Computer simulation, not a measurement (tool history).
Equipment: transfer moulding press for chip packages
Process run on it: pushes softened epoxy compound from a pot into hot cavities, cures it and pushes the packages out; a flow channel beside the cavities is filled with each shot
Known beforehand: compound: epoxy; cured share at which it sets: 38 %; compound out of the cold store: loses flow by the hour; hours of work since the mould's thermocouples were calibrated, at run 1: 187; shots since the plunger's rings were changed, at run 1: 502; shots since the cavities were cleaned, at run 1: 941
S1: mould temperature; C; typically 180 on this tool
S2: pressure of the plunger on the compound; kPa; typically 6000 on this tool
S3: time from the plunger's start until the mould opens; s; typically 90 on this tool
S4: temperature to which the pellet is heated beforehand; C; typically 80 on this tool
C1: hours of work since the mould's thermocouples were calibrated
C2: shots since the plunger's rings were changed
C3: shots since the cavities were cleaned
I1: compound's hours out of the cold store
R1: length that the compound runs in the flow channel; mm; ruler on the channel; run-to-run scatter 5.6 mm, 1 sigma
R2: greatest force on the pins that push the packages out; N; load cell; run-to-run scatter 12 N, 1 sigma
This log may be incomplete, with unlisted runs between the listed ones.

run   hour   S1    S2   S3  S4   C1    C2    C3    I1    R1    R2
  1    0.0  180  6000   90  80  187   502   941  39.6   961   897
  2    4.6  182  6000   90  80  190   555   994  45.1   929   811
  3   11.3  180  6000   90  80  194   633  1072  22.4   986   966
      17.6  -- cavities cleaned with cleaning compound and waxed
  4   17.6  180  6000   90  80  197   689     0  21.3   984  1044
  5   24.0  182  6000   90  80  201   764    75  39.6   940   924
  6   30.2  182  6000   90  80  204   835   146  13.9   995   989
  7   37.7  182  6000   90  80  209   923   234  12.7   991   929
  8   43.6  182  6000   90  80  212   992   303  44.9   924   944
  9   48.8  182  6000   90  80  216  1052   363  11.0  1001   963
 10   56.1  182  6000   90  80  220  1136   447  33.4   952   926
      61.9  -- cavities cleaned with cleaning compound and waxed, once more
 11   64.7  182  6000   90  80  224  1219    33  34.3   936   568
 12   69.3  182  6000   90  80  227  1273    87  13.1   994   590
 13   74.9  182  6000   90  80  230  1339   153  43.8   920   602
 14   82.4  182  6000   90  80  235  1425   239  35.5   930   684
 15   91.2  186  5950   84  79  240  1528   342  18.3   953   646
 16  100.1  186  5950   84  79  246  1632   446  23.3   938   720
 17  105.4  187  6720   84  77  249  1693   507  35.5   966   710
 18  110.2  187  5300  127  74  252  1748   562  13.8   899   644
 19  115.6  187  5300  127  74  255  1812   626  44.8   850   657
 20  120.4  187  5300  127  74  258  1867   681   9.0   896   666
 21  127.2  180  6000  127  80  262  1946   760  22.3   964   660
 22  136.3  186  6000   90  80  267  2053   867  28.3   922   742
 23  141.8  180  6340   90  80  271  2116   930  33.9   960   948
 24  149.3  180  6340   90  80  275  2203  1017  32.2   971   927
 25  153.2  180  6340   90  80  278  2249  1063  19.2   986   941
 26  157.4  180  6340   90  80  280  2298  1112  35.6   952   944
     160.5  -- cavities cleaned with cleaning compound and waxed
 27  164.5  187  6000   92  82  284  2363    47  18.2   938   479
 28  173.7  180  6000   90  71  289  2470   154  36.9   920   685

Entry by entry between the runs, the difference in hidden state between the last listed run before and the first listed run after:
Between runs 3 and 4: cavities cleaned with cleaning compound and waxed (hour 17.6)
  pressure that reaches the compound, % of what is set: 97.61 -> 97.42; grip of the stained cavities, % over clean ones': 69.2 -> 88.5
  difference, measured minus the result without the unlogged condition, R1: -11 -> -12 mm; R2: +397 -> +497 N
Between runs 10 and 11: cavities cleaned with cleaning compound and waxed, once more (hour 61.9)
  true mould temperature over the reading, C: -0.24 -> -0.25; pressure that reaches the compound, % of what is set: 95.77 -> 95.47; grip of the stained cavities, % over clean ones': 81.1 -> 9.6
  difference, measured minus the result without the unlogged condition, R1: -20 -> -21 mm; R2: +420 -> +55 N
Between runs 26 and 27: cavities cleaned with cleaning compound and waxed (hour 160.5)
  true mould temperature over the reading, C: -0.38 -> -0.39; pressure that reaches the compound, % of what is set: 91.7 -> 91.49; grip of the stained cavities, % over clean ones': 70.9 -> 7.6
  difference, measured minus the result without the unlogged condition, R1: -41 -> -41 mm; R2: +402 -> +37 N
